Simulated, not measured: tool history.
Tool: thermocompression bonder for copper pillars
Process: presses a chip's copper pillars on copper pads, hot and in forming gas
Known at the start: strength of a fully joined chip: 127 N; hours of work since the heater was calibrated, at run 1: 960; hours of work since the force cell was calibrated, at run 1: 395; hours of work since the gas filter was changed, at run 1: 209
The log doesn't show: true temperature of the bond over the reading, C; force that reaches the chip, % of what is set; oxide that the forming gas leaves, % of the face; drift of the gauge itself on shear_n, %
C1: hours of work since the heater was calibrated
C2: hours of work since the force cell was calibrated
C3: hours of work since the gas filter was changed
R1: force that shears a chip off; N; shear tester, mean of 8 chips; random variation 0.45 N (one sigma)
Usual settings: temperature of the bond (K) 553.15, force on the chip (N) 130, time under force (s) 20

Run 1, hour 0: usual settings; C1 960; C2 395; C3 209. Result: R1 46.7 N.
Run 2, hour 35.3: usual settings; C1 978; C2 413; C3 227. Result: R1 47.4 N.
Run 3, hour 77.1: usual settings but force on the chip (N) 86; C1 999; C2 434; C3 248. Result: R1 37.3 N.
Run 4, hour 107.8: usual settings but force on the chip (N) 121; C1 1014; C2 450; C3 263. Result: R1 45.2 N.
Run 5, hour 144.8: usual settings but force on the chip (N) 121; C1 1033; C2 468; C3 282. Result: R1 45.4 N.
Run 6, hour 176.6: usual settings but force on the chip (N) 121; C1 1049; C2 484; C3 298. Result: R1 44.8 N.
Run 7, hour 216.9: usual settings but temperature of the bond (K) 575.15; C1 1069; C2 505; C3 318. Result: R1 60 N.
Run 8, hour 255.5: usual settings but temperature of the bond (K) 531.15, force on the chip (N) 83; C1 1089; C2 524; C3 338. Result: R1 25.5 N.
Run 9, hour 278.6: usual settings but temperature of the bond (K) 531.15, force on the chip (N) 83, time under force (s) 13; C1 1100; C2 536; C3 349. Result: R1 20.5 N.
Run 10, hour 301.2: usual settings but temperature of the bond (K) 558.15, force on the chip (N) 83, time under force (s) 45; C1 1112; C2 547; C3 361. Result: R1 51.4 N.
At hour 328: heater calibrated with a thermocouple chip.
Run 11, hour 337.9: usual settings but time under force (s) 39; C1 5; C2 565; C3 378. Result: R1 60.7 N.
Run 12, hour 363.7: usual settings but temperature of the bond (K) 575.15, force on the chip (N) 99, time under force (s) 37; C1 18; C2 578; C3 391. Result: R1 67.1 N.

3 ways to go on from here, each from the tool as it stands after run 12. What would each give?
Run A, hour 396.1: usual settings but temperature of the bond (K) 575.15, force on the chip (N) 148, time under force (s) 37; C1 34; C2 594; C3 407. Result: R1 ?.
Run B, hour 396.1: usual settings but temperature of the bond (K) 535.15, force on the chip (N) 181, time under force (s) 12; C1 34; C2 594; C3 407. Result: R1 ?.
Run C, hour 396.1: usual settings but temperature of the bond (K) 528.15, force on the chip (N) 157, time under force (s) 37; C1 34; C2 594; C3 407. Result: R1 ?.

run    R1
  A  78.1
  B  35.9
  C  47.1
Without the tool's hidden state the same runs would have given:
run    R1
  A  85.2
  B  39.5
  C  51.6
